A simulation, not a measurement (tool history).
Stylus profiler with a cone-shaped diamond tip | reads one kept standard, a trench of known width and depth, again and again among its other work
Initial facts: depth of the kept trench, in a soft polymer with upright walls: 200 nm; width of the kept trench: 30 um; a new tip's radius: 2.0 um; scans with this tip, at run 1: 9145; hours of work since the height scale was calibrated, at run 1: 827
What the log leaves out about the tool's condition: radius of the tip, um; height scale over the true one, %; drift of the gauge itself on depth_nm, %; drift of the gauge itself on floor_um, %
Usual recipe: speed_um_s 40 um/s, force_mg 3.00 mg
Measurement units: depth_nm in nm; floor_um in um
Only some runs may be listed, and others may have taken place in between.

run   hour  speed_um_s  force_mg  scans with this tip  hours of work since the height scale was calibrated  depth_nm  floor_um
  1    0.0          40      3.00                 9145                                                  827    202.25     28.08
  2   45.7          40      3.00                 9487                                                  858    202.31     28.05
  3   76.7          40      3.00                 9718                                                  879    202.29     28.13
  4  129.6          40      3.00                10114                                                  915    202.34     28.08
  5  161.1          40      3.00                10349                                                  936    202.25     28.06
  6  207.9          40      3.00                10699                                                  968    202.39     28.06
  7  261.4          40      3.00                11099                                                 1004    202.34     28.05
  8  288.7          40      3.00                11302                                                 1023    202.34     28.08
  9  321.7          40      3.00                11549                                                 1045    202.24     28.09
     368.6  -- new tip fitted, height scale calibrated
 10  378.3          40      1.03                   72                                                    7    201.05     27.96
 11  419.4          20      3.00                  379                                                   34    202.35     28.19
 12  444.9          19      3.00                  569                                                   52    202.27     28.17
 13  467.8          19      8.24                  741                                                   67    204.55     28.22
 14  496.6          93      3.53                  956                                                   87    202.67     27.87
 15  528.5          93      3.53                 1194                                                  108    202.67     27.86
 16  558.9          93      3.53                 1421                                                  129    202.58     27.87
 17  588.3          93      3.53                 1642                                                  149    202.61     27.90
 18  627.6         122      2.60                 1935                                                  175    202.15     27.65
 19  652.7         122      2.60                 2123                                                  192    202.23     27.62

What does the tool deliver on the next run?
 20  691.0         108      4.14                 2409                                                  218         ?         ?

depth_nm: 202.81 nm
floor_um: 27.88 um
With no hidden state in the tool, this same run would have given depth_nm 202.80 nm, floor_um 27.89 um.

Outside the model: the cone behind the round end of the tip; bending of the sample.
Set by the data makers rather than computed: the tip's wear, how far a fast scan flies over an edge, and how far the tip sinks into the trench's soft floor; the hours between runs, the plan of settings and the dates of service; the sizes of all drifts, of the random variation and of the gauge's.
